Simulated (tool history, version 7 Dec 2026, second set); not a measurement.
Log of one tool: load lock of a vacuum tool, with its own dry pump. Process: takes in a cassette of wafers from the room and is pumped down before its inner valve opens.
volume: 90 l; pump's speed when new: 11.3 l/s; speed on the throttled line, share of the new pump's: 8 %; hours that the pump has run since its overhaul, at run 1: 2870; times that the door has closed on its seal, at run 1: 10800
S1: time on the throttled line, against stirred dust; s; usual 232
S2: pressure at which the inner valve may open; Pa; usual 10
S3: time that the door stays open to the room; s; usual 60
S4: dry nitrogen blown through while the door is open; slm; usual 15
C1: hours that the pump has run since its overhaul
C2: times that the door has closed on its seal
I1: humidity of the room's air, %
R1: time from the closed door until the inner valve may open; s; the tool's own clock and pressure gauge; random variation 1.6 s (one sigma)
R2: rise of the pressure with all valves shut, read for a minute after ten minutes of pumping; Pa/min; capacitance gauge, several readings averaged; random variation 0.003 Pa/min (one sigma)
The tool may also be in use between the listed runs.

run 1 hour=0 | S1=232 S2=10 S3=60 S4=15 | C1=2870 C2=10800 | I1=49.5 | R1=287.6 R2=0.232
run 2 hour=85.7 | S1=232 S2=10 S3=60 S4=15 | C1=2956 C2=11075 | I1=44.3 | R1=290.2 R2=0.236
run 3 hour=153.4 | S1=232 S2=10 S3=60 S4=15 | C1=3023 C2=11292 | I1=44.3 | R1=289.5 R2=0.243
run 4 hour=199.2 | S1=232 S2=10 S3=60 S4=15 | C1=3069 C2=11439 | I1=45.3 | R1=288.4 R2=0.244
run 5 hour=248.3 | S1=232 S2=12 S3=60 S4=15 | C1=3118 C2=11596 | I1=45.8 | R1=286.6 R2=0.254
run 6 hour=299.5 | S1=232 S2=12 S3=60 S4=15 | C1=3169 C2=11760 | I1=41.9 | R1=290.2 R2=0.262
run 7 hour=365.1 | S1=437 S2=10 S3=60 S4=15 | C1=3235 C2=11971 | I1=44.9 | R1=474.9 R2=0.263
run 8 hour=424.3 | S1=232 S2=10 S3=60 S4=11 | C1=3294 C2=12161 | I1=42.1 | R1=290.1 R2=0.278
run 9 hour=474 | S1=232 S2=10 S3=60 S4=11 | C1=3344 C2=12320 | I1=43.6 | R1=288.1 R2=0.279
run 10 hour=563.1 | S1=232 S2=10 S3=60 S4=11 | C1=3433 C2=12606 | I1=44.8 | R1=291.8 R2=0.291
run 11 hour=647.8 | S1=232 S2=10 S3=60 S4=11 | C1=3518 C2=12877 | I1=45.8 | R1=288.2 R2=0.298
run 12 hour=726.3 | S1=232 S2=10 S3=60 S4=11 | C1=3596 C2=13129 | I1=46.8 | R1=290.5 R2=0.307
run 13 hour=811.1 | S1=232 S2=19 S3=60 S4=15 | C1=3681 C2=13401 | I1=46.9 | R1=285.6 R2=0.304
run 14 hour=896.3 | S1=232 S2=19 S3=60 S4=15 | C1=3766 C2=13675 | I1=44.1 | R1=284 R2=0.317
run 15 hour=935.2 | S1=232 S2=19 S3=60 S4=15 | C1=3805 C2=13799 | I1=40.6 | R1=284.3 R2=0.323
run 16 hour=998.2 | S1=232 S2=19 S3=60 S4=15 | C1=3868 C2=14001 | I1=43.3 | R1=286.6 R2=0.325
run 17 hour=1065.4 | S1=232 S2=19 S3=60 S4=15 | C1=3935 C2=14217 | I1=42.1 | R1=283.6 R2=0.327
run 18 hour=1108.2 | S1=232 S2=10 S3=60 S4=15 | C1=3978 C2=14354 | I1=45.8 | R1=290 R2=0.334
run 19 hour=1145.7 | S1=232 S2=10 S3=60 S4=15 | C1=4016 C2=14475 | I1=43.7 | R1=288.2 R2=0.34
run 20 hour=1215.9 | S1=232 S2=18 S3=60 S4=15 | C1=4086 C2=14700 | I1=46.2 | R1=285.4 R2=0.347
run 21 hour=1264.5 | S1=232 S2=18 S3=60 S4=15 | C1=4134 C2=14856 | I1=43.8 | R1=284.4 R2=0.348

Forecast run 22:
run 22 hour=1307.2 | S1=232 S2=18 S3=60 S4=15 | C1=4177 C2=14993 | I1=43.7 | R1=? R2=?

R1: 285.5 s
R2: 0.351 Pa/min
Without the tool's hidden state the same run would have given R1 282.5 s, R2 0.033 Pa/min.

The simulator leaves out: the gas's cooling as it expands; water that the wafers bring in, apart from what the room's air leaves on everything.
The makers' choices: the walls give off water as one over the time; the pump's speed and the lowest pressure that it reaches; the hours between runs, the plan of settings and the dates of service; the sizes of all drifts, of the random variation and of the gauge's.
